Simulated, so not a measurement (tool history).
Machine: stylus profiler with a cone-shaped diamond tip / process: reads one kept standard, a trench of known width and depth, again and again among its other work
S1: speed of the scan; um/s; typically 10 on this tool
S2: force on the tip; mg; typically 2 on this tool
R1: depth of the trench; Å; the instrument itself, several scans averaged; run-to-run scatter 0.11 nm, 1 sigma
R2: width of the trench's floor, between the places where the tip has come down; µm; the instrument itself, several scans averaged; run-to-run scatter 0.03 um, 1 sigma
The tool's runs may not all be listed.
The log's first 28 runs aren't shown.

{"run": 29, "day": 17.771, "S1": 24, "S2": 5, "R1": 2035.2, "R2": 47.56}
{"day": 18.358, "done": "height scale calibrated on a step standard, once more"}
{"run": 30, "day": 18.367, "S1": 21, "S2": 3.87, "R1": 2026, "R2": 47.53}
{"run": 31, "day": 18.721, "S1": 10, "S2": 4.5, "R1": 2027.2, "R2": 47.6}
{"run": 32, "day": 19.442, "S1": 10, "S2": 4.5, "R1": 2029.6, "R2": 47.59}
{"run": 33, "day": 19.983, "S1": 18, "S2": 4.5, "R1": 2027.3, "R2": 47.52}
{"run": 34, "day": 20.6, "S1": 2, "S2": 2.18, "R1": 2017.1, "R2": 47.59}
{"run": 35, "day": 21.317, "S1": 10, "S2": 0.76, "R1": 2008, "R2": 47.46}
{"run": 36, "day": 22.0, "S1": 10, "S2": 2.81, "R1": 2021.5, "R2": 47.55}
{"run": 37, "day": 22.488, "S1": 17, "S2": 1.2, "R1": 2013.1, "R2": 47.53}
{"run": 38, "day": 23.117, "S1": 17, "S2": 1.2, "R1": 2011.1, "R2": 47.44}
{"run": 39, "day": 23.462, "S1": 17, "S2": 1.2, "R1": 2012.2, "R2": 47.44}
{"run": 40, "day": 23.817, "S1": 4, "S2": 4.01, "R1": 2026.1, "R2": 47.53}
{"run": 41, "day": 24.292, "S1": 2, "S2": 0.86, "R1": 2009.1, "R2": 47.58}
{"run": 42, "day": 24.975, "S1": 2, "S2": 0.86, "R1": 2009.7, "R2": 47.56}
{"run": 43, "day": 25.625, "S1": 10, "S2": 0.96, "R1": 2010.4, "R2": 47.47}
{"run": 44, "day": 26.096, "S1": 10, "S2": 0.96, "R1": 2011.4, "R2": 47.46}
{"run": 45, "day": 26.808, "S1": 10, "S2": 0.96, "R1": 2013.8, "R2": 47.41}
{"run": 46, "day": 27.621, "S1": 10, "S2": 1.56, "R1": 2015, "R2": 47.45}
{"run": 47, "day": 28.321, "S1": 10, "S2": 1.56, "R1": 2015.1, "R2": 47.47}

3 ways to go on from here, each from the tool as it stands after run 47. What would each give?
{"run": "A", "day": 29.008, "S1": 8, "S2": 1.16, "R1": "?", "R2": "?"}
{"run": "B", "day": 29.008, "S1": 7, "S2": 1.2, "R1": "?", "R2": "?"}
{"run": "C", "day": 29.008, "S1": 31, "S2": 2.77, "R1": "?", "R2": "?"}

run=A R1=2012.1 R2=47.48
run=B R1=2013.6 R2=47.46
run=C R1=2020.9 R2=47.37
The same runs, with their run-to-run variation unchanged, on a tool lacking any hidden condition would have given:
run=A R1=2011.5 R2=48
run=B R1=2012.9 R2=47.98
run=C R1=2020.2 R2=47.88
